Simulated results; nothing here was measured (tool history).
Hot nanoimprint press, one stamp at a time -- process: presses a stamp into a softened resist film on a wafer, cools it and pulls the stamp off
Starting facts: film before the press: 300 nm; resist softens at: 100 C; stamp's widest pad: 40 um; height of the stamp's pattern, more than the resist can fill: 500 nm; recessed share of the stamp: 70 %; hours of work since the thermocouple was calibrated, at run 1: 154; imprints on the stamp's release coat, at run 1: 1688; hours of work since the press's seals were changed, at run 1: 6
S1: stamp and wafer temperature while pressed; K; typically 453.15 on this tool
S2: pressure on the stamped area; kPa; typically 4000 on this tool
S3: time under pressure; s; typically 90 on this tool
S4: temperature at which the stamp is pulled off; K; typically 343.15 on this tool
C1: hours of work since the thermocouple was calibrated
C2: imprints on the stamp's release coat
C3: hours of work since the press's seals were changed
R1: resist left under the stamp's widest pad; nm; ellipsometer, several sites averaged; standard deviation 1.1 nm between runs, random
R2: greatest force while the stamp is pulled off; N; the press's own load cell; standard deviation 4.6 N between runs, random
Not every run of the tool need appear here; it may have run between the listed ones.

Run 1, hour 0.0: usual settings; C1 154; C2 1688; C3 6. Result: R1 161.7 nm, R2 224 N.
Run 2, hour 5.0: usual settings; C1 158; C2 1707; C3 9. Result: R1 159.7 nm, R2 227 N.
Run 3, hour 11.3: usual settings; C1 163; C2 1732; C3 14. Result: R1 161.8 nm, R2 234 N.
Run 4, hour 20.1: usual settings but S4 335.15 K; C1 169; C2 1766; C3 20. Result: R1 163.7 nm, R2 286 N.
Run 5, hour 30.4: usual settings but S3 60 s, S4 335.15 K; C1 177; C2 1807; C3 28. Result: R1 182.3 nm, R2 281 N.
Run 6, hour 39.3: usual settings but S3 60 s, S4 335.15 K; C1 183; C2 1841; C3 34. Result: R1 186.2 nm, R2 283 N.
Run 7, hour 45.9: usual settings but S3 60 s, S4 335.15 K; C1 188; C2 1867; C3 39. Result: R1 184.9 nm, R2 273 N.
Run 8, hour 50.6: usual settings but S3 60 s, S4 335.15 K; C1 191; C2 1886; C3 43. Result: R1 184.3 nm, R2 281 N.
Run 9, hour 59.8: usual settings but S3 60 s, S4 335.15 K; C1 198; C2 1922; C3 49. Result: R1 184.2 nm, R2 277 N.
Run 10, hour 65.5: usual settings but S1 464.15 K, S3 60 s, S4 334.15 K; C1 202; C2 1944; C3 53. Result: R1 126.8 nm, R2 286 N.
Run 11, hour 71.1: usual settings but S1 464.15 K, S3 60 s, S4 334.15 K; C1 206; C2 1966; C3 58. Result: R1 129.3 nm, R2 289 N.
Run 12, hour 75.8: usual settings but S1 464.15 K, S2 6290 kPa, S3 70 s, S4 332.15 K; C1 210; C2 1985; C3 61. Result: R1 97.3 nm, R2 295 N.
Run 13, hour 82.6: usual settings but S1 464.15 K, S2 6290 kPa, S3 70 s, S4 332.15 K; C1 215; C2 2011; C3 66. Result: R1 99.0 nm, R2 298 N.
Run 14, hour 87.8: usual settings but S2 2820 kPa, S3 54 s, S4 350.15 K; C1 219; C2 2032; C3 70. Result: R1 208.6 nm, R2 183 N.
Run 15, hour 98.1: usual settings but S1 454.15 K, S2 4910 kPa, S3 45 s; C1 226; C2 2072; C3 77. Result: R1 182.6 nm, R2 225 N.
Run 16, hour 109.0: usual settings but S3 71 s; C1 234; C2 2114; C3 85. Result: R1 175.3 nm, R2 227 N.
Run 17, hour 116.8: usual settings but S3 71 s; C1 240; C2 2145; C3 91. Result: R1 172.4 nm, R2 238 N.

Some steps in R2, run to run, broken into two amounts with sign: the step expected even without the hidden condition (settings, incoming material, random variation), and the rest, left for the hidden condition together with whatever gauge scatter is not in both the measured and the hidden-condition-free result:
The tool's hidden condition here consists of: true temperature over the reading, C; pressure that arrives at the usual setting, %; grip of the stamp's worn release coat, % over a new coat's; drift of the gauge itself on residual_nm, %; drift of the gauge itself on pull_off_n, %.
Run 13 -> 14: S1 464.15 -> 453.15, S2 6290 -> 2820, S3 70 -> 54, S4 332.15 -> 350.15. R2 -115 N: hidden state -2, all else -113.
